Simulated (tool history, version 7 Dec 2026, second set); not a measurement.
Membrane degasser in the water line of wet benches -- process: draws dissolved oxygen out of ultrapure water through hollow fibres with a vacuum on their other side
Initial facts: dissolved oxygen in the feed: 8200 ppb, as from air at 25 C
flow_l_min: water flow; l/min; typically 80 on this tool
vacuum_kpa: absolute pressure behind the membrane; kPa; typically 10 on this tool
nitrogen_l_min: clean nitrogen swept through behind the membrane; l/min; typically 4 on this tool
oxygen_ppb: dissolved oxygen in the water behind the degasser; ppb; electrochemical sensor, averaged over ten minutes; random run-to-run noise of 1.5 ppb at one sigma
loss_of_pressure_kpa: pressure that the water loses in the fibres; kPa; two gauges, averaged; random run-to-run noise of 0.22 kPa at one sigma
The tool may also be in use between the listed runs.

run 1 hour=0 | flow_l_min=80 vacuum_kpa=10 nitrogen_l_min=4 | oxygen_ppb=306.3 loss_of_pressure_kpa=54.81
run 2 hour=114 | flow_l_min=80 vacuum_kpa=10 nitrogen_l_min=4 | oxygen_ppb=307.4 loss_of_pressure_kpa=54.76
run 3 hour=238.6 | flow_l_min=80 vacuum_kpa=10 nitrogen_l_min=4 | oxygen_ppb=309.2 loss_of_pressure_kpa=54.34
run 4 hour=360.8 | flow_l_min=80 vacuum_kpa=10 nitrogen_l_min=6.47 | oxygen_ppb=201.8 loss_of_pressure_kpa=54.45
run 5 hour=443.5 | flow_l_min=80 vacuum_kpa=10 nitrogen_l_min=4.59 | oxygen_ppb=274.4 loss_of_pressure_kpa=54.43
run 6 hour=533.8 | flow_l_min=80 vacuum_kpa=10 nitrogen_l_min=4.59 | oxygen_ppb=275.8 loss_of_pressure_kpa=54.05
run 7 hour=672.7 | flow_l_min=80 vacuum_kpa=8 nitrogen_l_min=4 | oxygen_ppb=225.8 loss_of_pressure_kpa=54.61
run 8 hour=762.8 | flow_l_min=80 vacuum_kpa=10 nitrogen_l_min=4 | oxygen_ppb=310.2 loss_of_pressure_kpa=54.7
run 9 hour=830.7 | flow_l_min=80 vacuum_kpa=10 nitrogen_l_min=3.81 | oxygen_ppb=326.2 loss_of_pressure_kpa=54.72
run 10 hour=964.7 | flow_l_min=80 vacuum_kpa=10 nitrogen_l_min=3.81 | oxygen_ppb=326.4 loss_of_pressure_kpa=54.75
-- hour=979.3 vacuum gauge calibrated
run 11 hour=1055.6 | flow_l_min=80 vacuum_kpa=10 nitrogen_l_min=3.81 | oxygen_ppb=328.7 loss_of_pressure_kpa=54.55
run 12 hour=1156.9 | flow_l_min=80 vacuum_kpa=10 nitrogen_l_min=1.96 | oxygen_ppb=560.8 loss_of_pressure_kpa=54.95
-- hour=1275.1 vacuum gauge calibrated, once more
run 13 hour=1278.2 | flow_l_min=80 vacuum_kpa=10 nitrogen_l_min=1.96 | oxygen_ppb=529.1 loss_of_pressure_kpa=54.82
run 14 hour=1388.9 | flow_l_min=80 vacuum_kpa=10 nitrogen_l_min=8.7 | oxygen_ppb=150.5 loss_of_pressure_kpa=55.35
run 15 hour=1477.7 | flow_l_min=80 vacuum_kpa=10 nitrogen_l_min=8.7 | oxygen_ppb=150.7 loss_of_pressure_kpa=54.83
run 16 hour=1544.4 | flow_l_min=58 vacuum_kpa=10 nitrogen_l_min=4 | oxygen_ppb=223.7 loss_of_pressure_kpa=39.91
run 17 hour=1658.2 | flow_l_min=51 vacuum_kpa=10 nitrogen_l_min=4 | oxygen_ppb=198.2 loss_of_pressure_kpa=35
run 18 hour=1788.3 | flow_l_min=75 vacuum_kpa=9.8 nitrogen_l_min=2.82 | oxygen_ppb=367.6 loss_of_pressure_kpa=51.42
run 19 hour=1946.3 | flow_l_min=80 vacuum_kpa=10 nitrogen_l_min=4.77 | oxygen_ppb=259.5 loss_of_pressure_kpa=54.85
run 20 hour=2014.1 | flow_l_min=80 vacuum_kpa=10 nitrogen_l_min=4.77 | oxygen_ppb=258.2 loss_of_pressure_kpa=55.29
-- hour=2053.3 seals of the vacuum lines changed
run 21 hour=2151.8 | flow_l_min=80 vacuum_kpa=10 nitrogen_l_min=4.77 | oxygen_ppb=257.3 loss_of_pressure_kpa=55.53

Run 22, settings as shown, results not yet in. Your forecast:
run 22 hour=2284.9 | flow_l_min=52 vacuum_kpa=13.8 nitrogen_l_min=9.49 | oxygen_ppb=? loss_of_pressure_kpa=?

{"run 22": {"oxygen_ppb": 140.9, "loss_of_pressure_kpa": 35.67}}
On a tool with no hidden condition, and with the same random variation, this run would have come out at oxygen_ppb 139.5 ppb, loss_of_pressure_kpa 34.59 kPa.
